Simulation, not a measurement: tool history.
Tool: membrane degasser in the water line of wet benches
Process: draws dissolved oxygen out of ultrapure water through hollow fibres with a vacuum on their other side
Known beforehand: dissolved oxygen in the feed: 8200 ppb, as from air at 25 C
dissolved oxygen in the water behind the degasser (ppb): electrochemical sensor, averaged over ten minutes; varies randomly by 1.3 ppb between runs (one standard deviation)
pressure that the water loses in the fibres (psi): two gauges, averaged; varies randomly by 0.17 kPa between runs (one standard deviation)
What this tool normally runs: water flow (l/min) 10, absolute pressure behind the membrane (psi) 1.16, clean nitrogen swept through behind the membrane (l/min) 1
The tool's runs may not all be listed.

run     day  water flow (l/min)  absolute pressure behind the membrane (psi)  clean nitrogen swept through behind the membrane (l/min)  dissolved oxygen in the water behind the degasser (ppb)  pressure that the water loses in the fibres (psi)
  1       0                  10                                         1.16                                                         1                                                    125.3                                               4.21
  2   4.092                  10                                         1.16                                                         1                                                    129.7                                               4.18
  3   7.696                  10                                         1.16                                                         1                                                    127.6                                              4.168
  4  10.896                  10                                         1.16                                                         1                                                    129.1                                              4.215
  5  15.479                  10                                         1.16                                                         1                                                    128.8                                              4.242
  6  18.079                  10                                         1.16                                                         1                                                    129.9                                              4.213
  7  20.917                  10                                         1.16                                                         1                                                    128.8                                              4.205
  8  25.492                  10                                         1.16                                                         1                                                    130.1                                              4.203
  9  28.333                  10                                        0.767                                                         1                                                       64                                              4.193
 10  32.796                   8                                        2.896                                                      0.42                                                    697.8                                              3.362
 11  36.329                   9                                        1.281                                                         1                                                    135.5                                              3.843
 12  39.221                   8                                        2.376                                                      0.75                                                    336.8                                              3.433
 13  41.967                   8                                        2.376                                                      0.75                                                    347.7                                              3.356
 14  46.733                   8                                        2.376                                                      0.75                                                    344.1                                              3.397
 15  50.758                  10                                         2.85                                                      1.41                                                    298.1                                              4.218
 16  55.304                  10                                        1.397                                                      0.91                                                    184.9                                                4.2
 17  59.004                  10                                        1.062                                                      1.66                                                     74.3                                              4.226

Consider 5 possible next runs. They are alternatives, not a sequence: every one starts from the tool as it was left by run 17. What does each give?
  A  62.842                  10                                        0.824                                                      2.89                                                        ?                                                  ?
  B  62.842                  13                                        1.127                                                         1                                                        ?                                                  ?
  C  62.842                  15                                        1.062                                                      1.66                                                        ?                                                  ?
  D  62.842                  11                                         1.16                                                      0.94                                                        ?                                                  ?
  E  62.842                  10                                        1.809                                                      0.73                                                        ?                                                  ?

run  dissolved oxygen in the water behind the degasser (ppb)  pressure that the water loses in the fibres (psi)
  A                                                     33.4                                              4.251
  B                                                    160.9                                              5.461
  C                                                    114.6                                              6.387
  D                                                    150.2                                              4.686
  E                                                    312.2                                              4.184
Without the tool's hidden state the same runs would have given:
run  dissolved oxygen in the water behind the degasser (ppb)  pressure that the water loses in the fibres (psi)
  A                                                     30.8                                              4.229
  B                                                    152.7                                              5.432
  C                                                    108.7                                              6.356
  D                                                    141.7                                              4.662
  E                                                    297.4                                              4.163
